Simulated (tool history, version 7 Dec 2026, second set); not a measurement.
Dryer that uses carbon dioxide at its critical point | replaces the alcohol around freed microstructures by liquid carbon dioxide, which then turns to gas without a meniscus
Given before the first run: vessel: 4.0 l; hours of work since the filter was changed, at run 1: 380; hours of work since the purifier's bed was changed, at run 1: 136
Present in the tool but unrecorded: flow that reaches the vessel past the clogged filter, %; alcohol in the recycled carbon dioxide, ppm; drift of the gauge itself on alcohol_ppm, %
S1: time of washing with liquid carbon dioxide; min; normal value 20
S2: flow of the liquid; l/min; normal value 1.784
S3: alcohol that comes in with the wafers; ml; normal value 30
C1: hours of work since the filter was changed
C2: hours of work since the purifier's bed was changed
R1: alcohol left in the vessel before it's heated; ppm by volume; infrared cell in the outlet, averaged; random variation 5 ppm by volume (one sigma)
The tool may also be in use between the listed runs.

run 1 hour=0 | S1=20 S2=1.784 S3=30 | C1=380 C2=136 | R1=37
-- hour=7 inlet filter changed
run 2 hour=7.6 | S1=20 S2=1.72 S3=30 | C1=1 C2=141 | R1=18
run 3 hour=13.5 | S1=15 S2=1.784 S3=30 | C1=5 C2=145 | R1=70
run 4 hour=18.1 | S1=15 S2=1.784 S3=30 | C1=8 C2=149 | R1=62
run 5 hour=24.3 | S1=15 S2=1.784 S3=30 | C1=13 C2=153 | R1=62
run 6 hour=29.3 | S1=20 S2=1.784 S3=30 | C1=17 C2=157 | R1=20
run 7 hour=36.1 | S1=16 S2=1.784 S3=30 | C1=22 C2=162 | R1=52
run 8 hour=43.9 | S1=16 S2=1.784 S3=30 | C1=28 C2=168 | R1=48
run 9 hour=48.9 | S1=16 S2=1.95 S3=30 | C1=32 C2=172 | R1=31
run 10 hour=57 | S1=16 S2=1.95 S3=30 | C1=38 C2=178 | R1=35
run 11 hour=66.2 | S1=16 S2=1.95 S3=30 | C1=45 C2=185 | R1=32
run 12 hour=75 | S1=20 S2=1.784 S3=115 | C1=52 C2=192 | R1=54
run 13 hour=84.4 | S1=20 S2=1.784 S3=115 | C1=59 C2=199 | R1=54
run 14 hour=90.4 | S1=20 S2=1.784 S3=115 | C1=64 C2=204 | R1=51
run 15 hour=99.8 | S1=20 S2=1.784 S3=30 | C1=71 C2=211 | R1=29
run 16 hour=107.7 | S1=20 S2=2.38 S3=30 | C1=77 C2=217 | R1=15
run 17 hour=115.3 | S1=20 S2=2.38 S3=30 | C1=83 C2=223 | R1=19
run 18 hour=120.3 | S1=20 S2=2.38 S3=30 | C1=87 C2=227 | R1=16
run 19 hour=127.2 | S1=20 S2=2.38 S3=30 | C1=92 C2=232 | R1=20
run 20 hour=133.4 | S1=20 S2=2.38 S3=44 | C1=97 C2=237 | R1=25
run 21 hour=141 | S1=20 S2=1.784 S3=24 | C1=102 C2=243 | R1=30
run 22 hour=147.5 | S1=23 S2=1.784 S3=20 | C1=107 C2=248 | R1=26
run 23 hour=156 | S1=23 S2=1.784 S3=20 | C1=114 C2=254 | R1=26
run 24 hour=162 | S1=13 S2=2.45 S3=36 | C1=118 C2=259 | R1=34
run 25 hour=171.7 | S1=13 S2=2.21 S3=101 | C1=126 C2=266 | R1=147
run 26 hour=180.7 | S1=21 S2=1.1 S3=49 | C1=133 C2=273 | R1=229
run 27 hour=190 | S1=21 S2=1.1 S3=49 | C1=140 C2=280 | R1=221
run 28 hour=197.4 | S1=21 S2=1.1 S3=49 | C1=145 C2=286 | R1=216
run 29 hour=207.7 | S1=21 S2=1.1 S3=49 | C1=153 C2=294 | R1=230
run 30 hour=216.6 | S1=21 S2=1.1 S3=49 | C1=160 C2=300 | R1=226
run 31 hour=221.1 | S1=28 S2=1.784 S3=98 | C1=164 C2=304 | R1=21
run 32 hour=231 | S1=16 S2=1.09 S3=112 | C1=171 C2=311 | R1=1323
run 33 hour=241.1 | S1=16 S2=1.09 S3=112 | C1=179 C2=319 | R1=1303
run 34 hour=250 | S1=20 S2=1.38 S3=30 | C1=186 C2=326 | R1=76
run 35 hour=254.9 | S1=20 S2=1.38 S3=30 | C1=189 C2=330 | R1=77
run 36 hour=259.5 | S1=28 S2=1.38 S3=30 | C1=193 C2=333 | R1=25
run 37 hour=263.8 | S1=28 S2=2.81 S3=24 | C1=196 C2=336 | R1=23
run 38 hour=269.7 | S1=28 S2=2.81 S3=38 | C1=201 C2=341 | R1=21
run 39 hour=276.8 | S1=28 S2=2.81 S3=38 | C1=206 C2=346 | R1=20
run 40 hour=283.7 | S1=28 S2=1.13 S3=30 | C1=211 C2=352 | R1=60
run 41 hour=288.7 | S1=28 S2=1.13 S3=30 | C1=215 C2=355 | R1=46

Hidden state at the last listed run before each entry between runs and at the first one after, where it differs:
Logged between run 1 and run 2: inlet filter changed (hour 7)
  flow that reaches the vessel past the clogged filter, %: 88.5 -> 99.7; alcohol in the recycled carbon dioxide, ppm: 12.7 -> 12.9
  measured less the result without the state, R1: +18 -> +8 ppm by volume

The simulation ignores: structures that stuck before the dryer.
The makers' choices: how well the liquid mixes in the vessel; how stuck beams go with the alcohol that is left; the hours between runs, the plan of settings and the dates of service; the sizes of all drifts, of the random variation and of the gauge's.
